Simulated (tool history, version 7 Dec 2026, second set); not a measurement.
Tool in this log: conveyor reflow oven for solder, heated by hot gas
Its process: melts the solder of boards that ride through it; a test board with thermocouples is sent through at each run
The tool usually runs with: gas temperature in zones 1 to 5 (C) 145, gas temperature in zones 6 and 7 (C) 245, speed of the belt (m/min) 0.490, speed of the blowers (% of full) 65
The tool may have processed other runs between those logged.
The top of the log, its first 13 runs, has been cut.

| run | hour | gas temperature in zones 1 to 5 (C) | gas temperature in zones 6 and 7 (C) | speed of the belt (m/min) | speed of the blowers (% of full) | highest temperature of the board (C) | time above the solder's melting point (s) |
|---|---|---|---|---|---|---|---|
|  | 564.6 | flux residue cleaned out of gas plates and filters, once more |
| 14 | 587.2 | 145 | 245 | 0.472 | 65 | 228.2 | 68.4 |
| 15 | 635.4 | 145 | 245 | 0.472 | 65 | 227.8 | 68.6 |
| 16 | 698.2 | 140 | 245 | 0.490 | 65 | 226.1 | 63.3 |
| 17 | 733.8 | 140 | 245 | 0.490 | 61 | 224.8 | 62.5 |
| 18 | 794.3 | 140 | 245 | 0.490 | 61 | 224.6 | 62.2 |
| 19 | 858.0 | 152 | 254 | 0.490 | 50 | 232.4 | 71.4 |
| 20 | 909.4 | 152 | 253 | 0.490 | 50 | 231.1 | 70.8 |
| 21 | 975.3 | 145 | 257 | 0.400 | 65 | 243.2 | 89.9 |
| 22 | 1038.5 | 145 | 245 | 0.490 | 82 | 229.0 | 67.1 |
| 23 | 1084.1 | 145 | 245 | 0.490 | 82 | 228.9 | 67.1 |
| 24 | 1118.1 | 149 | 245 | 0.411 | 65 | 231.6 | 83.8 |
| 25 | 1173.2 | 149 | 245 | 0.411 | 65 | 231.3 | 83.4 |
| 26 | 1205.7 | 138 | 251 | 0.516 | 56 | 226.0 | 59.1 |
|  | 1261.7 | thermocouples of zones 6 and 7 changed |
| 27 | 1275.6 | 138 | 251 | 0.516 | 56 | 228.1 | 60.5 |
| 28 | 1334.8 | 159 | 251 | 0.516 | 65 | 234.4 | 71.9 |
| 29 | 1402.4 | 131 | 254 | 0.400 | 64 | 240.6 | 84.0 |
|  | 1464.0 | flux residue cleaned out of gas plates and filters |
| 30 | 1464.0 | 131 | 255 | 0.452 | 65 | 238.9 | 73.9 |
| 31 | 1524.7 | 143 | 255 | 0.490 | 62 | 237.2 | 70.9 |

What if the next run were any one of these 3? Each begins from the tool's condition after run 31:
| A | 1568.2 | 145 | 253 | 0.418 | 71 | ? | ? |
| B | 1568.2 | 143 | 255 | 0.483 | 57 | ? | ? |
| C | 1568.2 | 141 | 259 | 0.490 | 77 | ? | ? |

| run | highest temperature of the board (C) | time above the solder's melting point (s) |
|---|---|---|
| A | 242.2 | 86.1 |
| B | 236.4 | 72.4 |
| C | 243.5 | 72.7 |
What these runs would have given with no unlogged condition in the tool:
| run | highest temperature of the board (C) | time above the solder's melting point (s) |
|---|---|---|
| A | 241.7 | 83.0 |
| B | 235.6 | 69.5 |
| C | 242.9 | 70.0 |

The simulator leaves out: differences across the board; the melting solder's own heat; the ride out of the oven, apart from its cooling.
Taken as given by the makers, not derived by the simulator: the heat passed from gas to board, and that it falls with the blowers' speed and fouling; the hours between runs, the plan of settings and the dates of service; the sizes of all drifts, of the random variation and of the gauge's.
